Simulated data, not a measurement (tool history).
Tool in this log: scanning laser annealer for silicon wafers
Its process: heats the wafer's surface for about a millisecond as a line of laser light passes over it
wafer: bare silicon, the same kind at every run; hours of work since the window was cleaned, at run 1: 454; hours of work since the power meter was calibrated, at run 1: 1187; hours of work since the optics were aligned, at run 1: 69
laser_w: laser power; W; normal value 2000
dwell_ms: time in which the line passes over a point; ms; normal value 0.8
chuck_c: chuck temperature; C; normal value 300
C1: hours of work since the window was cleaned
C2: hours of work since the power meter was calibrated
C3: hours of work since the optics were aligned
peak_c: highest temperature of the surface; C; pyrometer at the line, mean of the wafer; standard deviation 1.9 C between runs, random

run 1 day=0 | laser_w=2000 dwell_ms=0.8 chuck_c=300 | C1=454 C2=1187 C3=69 | peak_c=1136
run 2 day=2.333 | laser_w=2000 dwell_ms=0.8 chuck_c=300 | C1=481 C2=1214 C3=96 | peak_c=1133
run 3 day=3.512 | laser_w=2000 dwell_ms=0.8 chuck_c=300 | C1=495 C2=1227 C3=110 | peak_c=1134
run 4 day=5.925 | laser_w=2000 dwell_ms=0.8 chuck_c=300 | C1=522 C2=1255 C3=137 | peak_c=1136
run 5 day=8.479 | laser_w=2000 dwell_ms=0.938 chuck_c=300 | C1=551 C2=1284 C3=167 | peak_c=1197
run 6 day=10.312 | laser_w=1931 dwell_ms=0.8 chuck_c=300 | C1=572 C2=1305 C3=188 | peak_c=1097
run 7 day=11.65 | laser_w=2000 dwell_ms=0.8 chuck_c=339 | C1=588 C2=1320 C3=203 | peak_c=1173
run 8 day=13.925 | laser_w=2000 dwell_ms=0.8 chuck_c=339 | C1=614 C2=1346 C3=229 | peak_c=1173
run 9 day=14.958 | laser_w=2000 dwell_ms=0.8 chuck_c=339 | C1=626 C2=1358 C3=241 | peak_c=1174
run 10 day=17.125 | laser_w=2000 dwell_ms=0.8 chuck_c=339 | C1=650 C2=1383 C3=266 | peak_c=1172
run 11 day=19.25 | laser_w=2000 dwell_ms=0.8 chuck_c=339 | C1=675 C2=1407 C3=290 | peak_c=1176
run 12 day=20.858 | laser_w=2000 dwell_ms=0.8 chuck_c=339 | C1=693 C2=1426 C3=308 | peak_c=1171
run 13 day=22.738 | laser_w=2000 dwell_ms=0.8 chuck_c=339 | C1=715 C2=1447 C3=330 | peak_c=1176
run 14 day=24.067 | laser_w=2000 dwell_ms=0.8 chuck_c=300 | C1=730 C2=1462 C3=345 | peak_c=1133
run 15 day=26.571 | laser_w=2000 dwell_ms=0.8 chuck_c=300 | C1=759 C2=1491 C3=374 | peak_c=1135
run 16 day=28.121 | laser_w=2000 dwell_ms=0.8 chuck_c=300 | C1=776 C2=1509 C3=391 | peak_c=1135
-- day=28.696 window over the wafer cleaned
run 17 day=30.412 | laser_w=1858 dwell_ms=0.8 chuck_c=300 | C1=20 C2=1534 C3=417 | peak_c=1059
run 18 day=31.804 | laser_w=2000 dwell_ms=0.8 chuck_c=293 | C1=36 C2=1550 C3=433 | peak_c=1130
run 19 day=33.658 | laser_w=1824 dwell_ms=0.8 chuck_c=300 | C1=57 C2=1571 C3=454 | peak_c=1041
run 20 day=35.692 | laser_w=1824 dwell_ms=0.8 chuck_c=267 | C1=80 C2=1595 C3=477 | peak_c=1008
run 21 day=36.912 | laser_w=2000 dwell_ms=0.6 chuck_c=300 | C1=94 C2=1609 C3=491 | peak_c=1040
run 22 day=38.333 | laser_w=2185 dwell_ms=0.8 chuck_c=336 | C1=110 C2=1625 C3=507 | peak_c=1272
run 23 day=40.871 | laser_w=1830 dwell_ms=0.8 chuck_c=302 | C1=139 C2=1654 C3=536 | peak_c=1045
run 24 day=42.567 | laser_w=2135 dwell_ms=0.642 chuck_c=265 | C1=159 C2=1673 C3=556 | peak_c=1095
run 25 day=44.296 | laser_w=2135 dwell_ms=0.642 chuck_c=265 | C1=179 C2=1693 C3=576 | peak_c=1094
run 26 day=46.146 | laser_w=2135 dwell_ms=0.642 chuck_c=265 | C1=200 C2=1714 C3=597 | peak_c=1095
run 27 day=47.925 | laser_w=2135 dwell_ms=0.594 chuck_c=265 | C1=220 C2=1735 C3=617 | peak_c=1070
run 28 day=49.396 | laser_w=2135 dwell_ms=0.594 chuck_c=265 | C1=237 C2=1752 C3=634 | peak_c=1070
run 29 day=51.592 | laser_w=2000 dwell_ms=0.8 chuck_c=298 | C1=262 C2=1777 C3=659 | peak_c=1136
run 30 day=53.212 | laser_w=1722 dwell_ms=0.8 chuck_c=320 | C1=281 C2=1795 C3=678 | peak_c=1005
run 31 day=54.321 | laser_w=1722 dwell_ms=0.8 chuck_c=320 | C1=293 C2=1808 C3=690 | peak_c=1005
run 32 day=56.442 | laser_w=1722 dwell_ms=0.8 chuck_c=320 | C1=318 C2=1832 C3=715 | peak_c=1007
run 33 day=57.967 | laser_w=2000 dwell_ms=0.609 chuck_c=292 | C1=335 C2=1850 C3=732 | peak_c=1035
run 34 day=60.496 | laser_w=1904 dwell_ms=0.895 chuck_c=304 | C1=364 C2=1879 C3=761 | peak_c=1125
run 35 day=61.667 | laser_w=1904 dwell_ms=0.895 chuck_c=304 | C1=378 C2=1892 C3=775 | peak_c=1127
run 36 day=64.029 | laser_w=2084 dwell_ms=0.696 chuck_c=262 | C1=405 C2=1919 C3=802 | peak_c=1093
run 37 day=65.396 | laser_w=1907 dwell_ms=0.986 chuck_c=264 | C1=420 C2=1935 C3=817 | peak_c=1125
run 38 day=66.475 | laser_w=2166 dwell_ms=0.807 chuck_c=288 | C1=433 C2=1947 C3=830 | peak_c=1222
run 39 day=68.771 | laser_w=1964 dwell_ms=0.772 chuck_c=287 | C1=459 C2=1973 C3=856 | peak_c=1092
run 40 day=70.479 | laser_w=1964 dwell_ms=0.772 chuck_c=287 | C1=478 C2=1993 C3=875 | peak_c=1088
run 41 day=72.05 | laser_w=2133 dwell_ms=0.759 chuck_c=299 | C1=496 C2=2011 C3=893 | peak_c=1187

Forecast each of these 4 alternatives for the next run:
-- day=73.367 optics aligned, line set to its width
run A day=73.542 | laser_w=1747 dwell_ms=0.759 chuck_c=299 | C1=511 C2=2026 C3=2 | peak_c=?
-- day=73.367 optics aligned, line set to its width
run B day=73.542 | laser_w=2000 dwell_ms=0.594 chuck_c=300 | C1=511 C2=2026 C3=2 | peak_c=?
-- day=73.367 optics aligned, line set to its width
run C day=73.542 | laser_w=1901 dwell_ms=0.623 chuck_c=310 | C1=511 C2=2026 C3=2 | peak_c=?
-- day=73.367 optics aligned, line set to its width
run D day=73.542 | laser_w=1722 dwell_ms=0.601 chuck_c=286 | C1=511 C2=2026 C3=2 | peak_c=?

run=A peak_c=985
run=B peak_c=1038
run=C peak_c=1010
run=D peak_c=894
What these runs would have given with no unlogged condition in the tool:
run=A peak_c=986
run=B peak_c=1038
run=C peak_c=1011
run=D peak_c=894
